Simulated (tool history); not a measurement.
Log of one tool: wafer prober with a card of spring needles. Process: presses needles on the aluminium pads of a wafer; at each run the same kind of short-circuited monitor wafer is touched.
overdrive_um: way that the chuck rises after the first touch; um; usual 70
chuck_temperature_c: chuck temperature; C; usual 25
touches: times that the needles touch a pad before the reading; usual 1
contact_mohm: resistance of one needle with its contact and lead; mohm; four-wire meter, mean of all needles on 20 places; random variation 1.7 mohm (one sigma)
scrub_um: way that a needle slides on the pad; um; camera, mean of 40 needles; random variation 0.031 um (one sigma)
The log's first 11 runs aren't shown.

At hour 150.5: tips cleaned on abrasive film.
Run 12, hour 157.8: usual settings. Result: contact_mohm 347 mohm, scrub_um 9.87 um.
At hour 174.6: tips cleaned on abrasive film.
Run 13, hour 177.7: usual settings. Result: contact_mohm 292 mohm, scrub_um 9.86 um.
Run 14, hour 194.1: usual settings. Result: contact_mohm 513 mohm, scrub_um 9.87 um.
At hour 198.7: tips cleaned on abrasive film.
Run 15, hour 212.3: usual settings. Result: contact_mohm 445 mohm, scrub_um 9.86 um.
At hour 222.9: tips cleaned on abrasive film.
Run 16, hour 224.8: usual settings. Result: contact_mohm 252 mohm, scrub_um 9.85 um.
Run 17, hour 241.9: usual settings but overdrive_um 61 um, chuck_temperature_c 113 C. Result: contact_mohm 572 mohm, scrub_um 8.51 um.
At hour 247.3: tips cleaned on abrasive film.
Run 18, hour 262.1: usual settings but overdrive_um 61 um, chuck_temperature_c 113 C. Result: contact_mohm 515 mohm, scrub_um 8.49 um.
At hour 271.2: tips cleaned on abrasive film.
Run 19, hour 271.6: usual settings but overdrive_um 61 um, chuck_temperature_c 113 C. Result: contact_mohm 245 mohm, scrub_um 8.46 um.
Run 20, hour 286.2: usual settings but overdrive_um 52 um, chuck_temperature_c 35 C. Result: contact_mohm 706 mohm, scrub_um 7.15 um.
At hour 295.4: tips cleaned on abrasive film.
Run 21, hour 303.1: usual settings but overdrive_um 80 um, chuck_temperature_c 44 C. Result: contact_mohm 325 mohm, scrub_um 11.24 um.
Run 22, hour 312.1: usual settings but overdrive_um 80 um, chuck_temperature_c 44 C. Result: contact_mohm 418 mohm, scrub_um 11.34 um.
At hour 319.9: tips cleaned on abrasive film.
Run 23, hour 331.6: usual settings but overdrive_um 68 um, chuck_temperature_c 46 C. Result: contact_mohm 438 mohm, scrub_um 9.42 um.
Run 24, hour 342.4: usual settings but overdrive_um 57 um, chuck_temperature_c 49 C, touches 2. Result: contact_mohm 491 mohm, scrub_um 7.88 um.
At hour 343.7: tips cleaned on abrasive film.
Run 25, hour 360.9: usual settings but overdrive_um 57 um, chuck_temperature_c 49 C, touches 2. Result: contact_mohm 450 mohm, scrub_um 7.81 um.
At hour 368.4: tips cleaned on abrasive film.
Run 26, hour 374.9: usual settings but overdrive_um 57 um, chuck_temperature_c 28 C, touches 2. Result: contact_mohm 349 mohm, scrub_um 7.82 um.
At hour 392.7: tips cleaned on abrasive film.
Run 27, hour 393.6: usual settings but overdrive_um 57 um, chuck_temperature_c 28 C, touches 2. Result: contact_mohm 229 mohm, scrub_um 7.78 um.
At hour 403.7: height of the first contact set anew.
Run 28, hour 405.9: usual settings but overdrive_um 52 um. Result: contact_mohm 623 mohm, scrub_um 7.68 um.
At hour 416.4: tips cleaned on abrasive film.
Run 29, hour 424.3: usual settings but overdrive_um 64 um. Result: contact_mohm 389 mohm, scrub_um 9.41 um.
Run 30, hour 439.1: usual settings but overdrive_um 64 um, touches 2. Result: contact_mohm 410 mohm, scrub_um 9.43 um.
At hour 440.2: tips cleaned on abrasive film.
Run 31, hour 455.6: usual settings but overdrive_um 82 um, touches 3. Result: contact_mohm 246 mohm, scrub_um 12.08 um.
At hour 464.8: tips cleaned on abrasive film.
Run 32, hour 464.8: usual settings but overdrive_um 66 um, chuck_temperature_c 94 C. Result: contact_mohm 221 mohm, scrub_um 9.75 um.

3 ways to go on from here, each from the tool as it stands after run 32. What would each give?
Run A, hour 477.7: usual settings but overdrive_um 89 um, chuck_temperature_c 43 C, touches 3. Result: contact_mohm ?, scrub_um ?.
Run B, hour 477.7: usual settings but overdrive_um 73 um, chuck_temperature_c 84 C, touches 2. Result: contact_mohm ?, scrub_um ?.
Run C, hour 477.7: usual settings but overdrive_um 64 um. Result: contact_mohm ?, scrub_um ?.

run  contact_mohm  scrub_um
  A           229     13.08
  B           311     10.72
  C           476      9.40
Without the tool's hidden state the same runs would have given:
run  contact_mohm  scrub_um
  A           170     13.13
  B           181     10.77
  C           173      9.45
